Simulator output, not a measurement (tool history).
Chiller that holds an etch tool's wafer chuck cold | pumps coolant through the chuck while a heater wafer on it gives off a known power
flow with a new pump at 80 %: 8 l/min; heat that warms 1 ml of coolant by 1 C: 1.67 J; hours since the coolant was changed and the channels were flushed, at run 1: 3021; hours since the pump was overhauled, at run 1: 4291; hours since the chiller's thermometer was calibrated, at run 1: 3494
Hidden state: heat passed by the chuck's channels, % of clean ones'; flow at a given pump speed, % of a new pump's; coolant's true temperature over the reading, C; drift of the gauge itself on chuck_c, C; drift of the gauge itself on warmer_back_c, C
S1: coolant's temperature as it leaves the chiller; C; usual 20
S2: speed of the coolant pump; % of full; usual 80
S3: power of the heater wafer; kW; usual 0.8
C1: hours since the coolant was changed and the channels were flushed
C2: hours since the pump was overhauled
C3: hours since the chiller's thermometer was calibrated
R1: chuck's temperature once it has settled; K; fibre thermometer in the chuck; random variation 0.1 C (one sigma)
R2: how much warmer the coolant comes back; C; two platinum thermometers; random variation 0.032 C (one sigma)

run    hour  S1  S2     S3    C1    C2    C3      R1    R2
  1       0  20  80    0.8  3021  4291  3494  301.45  4.25
  2     115  20  80    0.8  3136  4406  3609  301.35  4.27
  3   188.2  20  80    0.8  3210  4479  3682  301.45   4.2
  4     268  20  80    0.8  3289  4559  3762  301.65  4.26
  5   355.8  20  80  0.998  3377  4647  3850  303.75  5.29
  6   441.2  20  99    0.8  3463  4732  3935  300.65  3.45
  7   496.5  14  99    0.8  3518  4788  3991  294.55  3.47
      503.2  -- chiller's thermometer calibrated
  8     570  23  99    0.8  3590  4860    67  303.65  3.51
  9   688.4  23  99    0.8  3709  4979   185  303.75  3.52
 10   791.9  20  80    0.8  3812  5082   289  301.75  4.37
 11     867  25  91  0.411  3887  5157   364  301.95  1.91
 12   975.9  12  96   0.69  3996  5266   473  291.95  3.15
 13  1047.3  12  96  0.746  4068  5337   544  292.45  3.37
       1111  -- chiller's thermometer calibrated, once more
 14  1137.2  12  96  0.746  4157  5426    26  293.05  3.39
     1260.4  -- coolant changed, channels flushed
 15  1260.4  12  96  0.746     0  5544   143  291.75  3.42
 16  1342.3  12  85  0.446    82  5626   225  289.65  2.34
 17  1424.9  20  80    0.8   164  5708   308  301.15  4.38
 18  1488.7  14  71  0.869   228  5772   372  296.55  5.41
 19  1590.7  20  75    0.8   330  5874   474  301.65  4.71

Forecast each of these 5 alternatives for the next run:
  A  1680.7  18  63   0.49  420  5964  564   ?   ?
  B  1680.7  18  80  1.058  420  5964  564   ?   ?
  C  1680.7  11  65  0.577  420  5964  564   ?   ?
  D  1680.7  18  84  0.523  420  5964  564   ?   ?
  E  1680.7  12  75    0.8  420  5964  564   ?   ?

run      R1    R2
  A  296.95  3.47
  B  301.75  5.91
  C  290.95  3.92
  D  296.15  2.79
  E  293.75  4.76
Without the tool's hidden state the same runs would have given:
run      R1    R2
  A  296.05  2.78
  B  300.15  4.73
  C  289.95  3.13
  D  295.35  2.24
  E  292.45  3.82
